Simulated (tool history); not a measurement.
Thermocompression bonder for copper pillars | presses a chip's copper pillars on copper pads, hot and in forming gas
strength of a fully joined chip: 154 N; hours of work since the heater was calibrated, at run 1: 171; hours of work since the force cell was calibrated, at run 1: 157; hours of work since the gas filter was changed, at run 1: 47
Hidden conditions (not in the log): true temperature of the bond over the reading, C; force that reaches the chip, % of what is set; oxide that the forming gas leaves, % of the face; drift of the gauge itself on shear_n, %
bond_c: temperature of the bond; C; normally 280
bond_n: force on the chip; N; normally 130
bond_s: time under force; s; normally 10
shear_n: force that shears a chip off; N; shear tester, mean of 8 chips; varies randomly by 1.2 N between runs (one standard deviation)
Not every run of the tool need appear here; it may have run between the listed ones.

run	hour	bond_c	bond_n	bond_s	hours of work since the heater was calibrated	hours of work since the force cell was calibrated	hours of work since the gas filter was changed	shear_n
1	0	280	130	10	171	157	47	98.3
2	7.7	280	93	10	174	160	50	85.7
3	19.4	308	93	10	179	165	55	106
4	29.4	308	93	10	183	169	59	105.9
5	41.6	308	93	10	188	174	64	104.2
6	48.4	280	130	10	191	177	67	100.1
7	54.7	280	130	10	193	179	69	97.4
8	60.8	280	90	10	196	182	72	80.4
9	73	280	90	10	201	187	77	81.2
10	84.9	280	130	10	206	191	81	96.1
11	91.8	280	100	10	209	194	84	86
12	102.8	280	100	10	213	199	89	87.5
13	112.6	280	100	10	217	203	93	86.1
14	120.6	280	100	10	220	206	96	85.8
15	133.2	280	100	10	225	211	101	84.1
16	142	280	100	10	229	215	105	85.3
17	147.3	280	100	10	231	217	107	86.5
18	155.8	280	100	10	235	220	110	83.9
19	164.5	280	100	10	238	224	114	84.7
20	173.5	280	100	10	242	228	118	84.8
21	182.3	280	100	10	245	231	121	83.7
# hour 184.7: force cell calibrated
22	190.6	273	165	10	248	2	124	97.5
23	201.8	273	165	10	253	7	129	98.2
24	213.9	273	165	10	258	12	133	97
25	223.3	283	105	7	262	16	137	78.8
26	230.6	283	105	7	265	19	140	79
27	239.7	283	105	7	268	22	144	78.8
28	249.1	283	105	7	272	26	148	76.6
# hour 255.6: force cell calibrated, once more
29	256.2	283	101	25	274	0	150	111.5
30	266.2	292	177	9	278	4	154	112.7
31	271.7	261	146	9	281	7	156	80
32	284.5	251	130	10	286	12	162	70.3
33	296.6	308	84	17	291	17	167	110.3
34	304.3	308	84	17	294	20	170	109
35	312.8	280	112	6	297	23	173	75.2
36	320.5	280	112	6	301	26	176	74.1
37	328.6	301	113	6	304	30	180	90.1
38	334.7	298	157	10	306	32	182	115.6
39	346.7	298	157	10	311	37	187	113.4
40	354.3	251	157	10	314	40	190	74.3
41	367.5	305	186	19	320	46	196	135.9

Predict each of these 3 candidate next runs independently; none follows another, all start after run 41:
A	380	256	105	18	325	51	201	?
B	380	265	186	19	325	51	201	?
C	380	267	128	24	325	51	201	?

run	shear_n
A	79.7
B	113.1
C	103.5
Stripped of hidden state, with their random variation kept, the same runs would have yielded:
run	shear_n
A	91.6
B	126.6
C	116.6
